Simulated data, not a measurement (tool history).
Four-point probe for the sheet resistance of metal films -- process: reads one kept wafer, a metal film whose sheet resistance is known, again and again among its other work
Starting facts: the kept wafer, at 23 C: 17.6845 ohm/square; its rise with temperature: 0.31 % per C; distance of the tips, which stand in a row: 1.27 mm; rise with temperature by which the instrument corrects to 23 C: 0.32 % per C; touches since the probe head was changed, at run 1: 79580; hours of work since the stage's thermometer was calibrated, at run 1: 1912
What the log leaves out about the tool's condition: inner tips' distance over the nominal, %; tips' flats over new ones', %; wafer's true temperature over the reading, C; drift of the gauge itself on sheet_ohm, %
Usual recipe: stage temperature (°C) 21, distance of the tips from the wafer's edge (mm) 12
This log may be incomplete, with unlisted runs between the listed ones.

| run | hour | stage temperature (°C) | distance of the tips from the wafer's edge (mm) | touches since the probe head was changed | hours of work since the stage's thermometer was calibrated | sheet resistance as the instrument gives it (ohm/square) |
|---|---|---|---|---|---|---|
| 1 | 0.0 | 21 | 12 | 79580 | 1912 | 17.779381 |
| 2 | 75.2 | 21 | 12 | 82785 | 1965 | 17.773702 |
| 3 | 155.3 | 21 | 12 | 86198 | 2022 | 17.775274 |
| 4 | 214.5 | 21 | 12 | 88722 | 2063 | 17.773093 |
| 5 | 294.6 | 21 | 12 | 92140 | 2120 | 17.773352 |
| 6 | 369.2 | 28 | 12 | 95319 | 2172 | 17.759282 |
| 7 | 468.1 | 28 | 12 | 99533 | 2242 | 17.750476 |
|  | 537.8 | stage's thermometer calibrated |
| 8 | 552.1 | 28 | 12 | 103096 | 10 | 17.712004 |
| 9 | 627.7 | 28 | 12 | 106316 | 63 | 17.713976 |
| 10 | 682.1 | 28 | 12 | 108637 | 102 | 17.710139 |
| 11 | 749.5 | 28 | 12 | 111507 | 149 | 17.713010 |
| 12 | 826.1 | 21 | 9 | 114775 | 203 | 17.806543 |
| 13 | 883.4 | 34 | 12 | 117215 | 243 | 17.697896 |
| 14 | 986.5 | 34 | 12 | 121613 | 316 | 17.695889 |
| 15 | 1086.6 | 34 | 12 | 125880 | 386 | 17.690199 |
| 16 | 1184.1 | 21 | 25 | 130033 | 455 | 17.641815 |
| 17 | 1235.3 | 21 | 6 | 132216 | 491 | 18.029175 |
| 18 | 1319.3 | 23 | 15 | 135800 | 550 | 17.677891 |
| 19 | 1400.8 | 24 | 7 | 139271 | 608 | 17.910995 |

For each run, the measured value with the value that run would have given without the tool's hidden condition subtracted. The run-to-run variation is shared by both, the gauge scatter possibly not:
| run | sheet resistance as the instrument gives it (ohm/square) |
|---|---|
| 1 | -0.018358 |
| 2 | -0.019427 |
| 3 | -0.020547 |
| 4 | -0.021508 |
| 5 | -0.022393 |
| 6 | -0.024215 |
| 7 | -0.025597 |
| 8 | -0.066229 |
| 9 | -0.067541 |
| 10 | -0.068289 |
| 11 | -0.069469 |
| 12 | -0.070744 |
| 13 | -0.071521 |
| 14 | -0.073013 |
| 15 | -0.074538 |
| 16 | -0.075320 |
| 17 | -0.077451 |
| 18 | -0.077145 |
| 19 | -0.079346 |
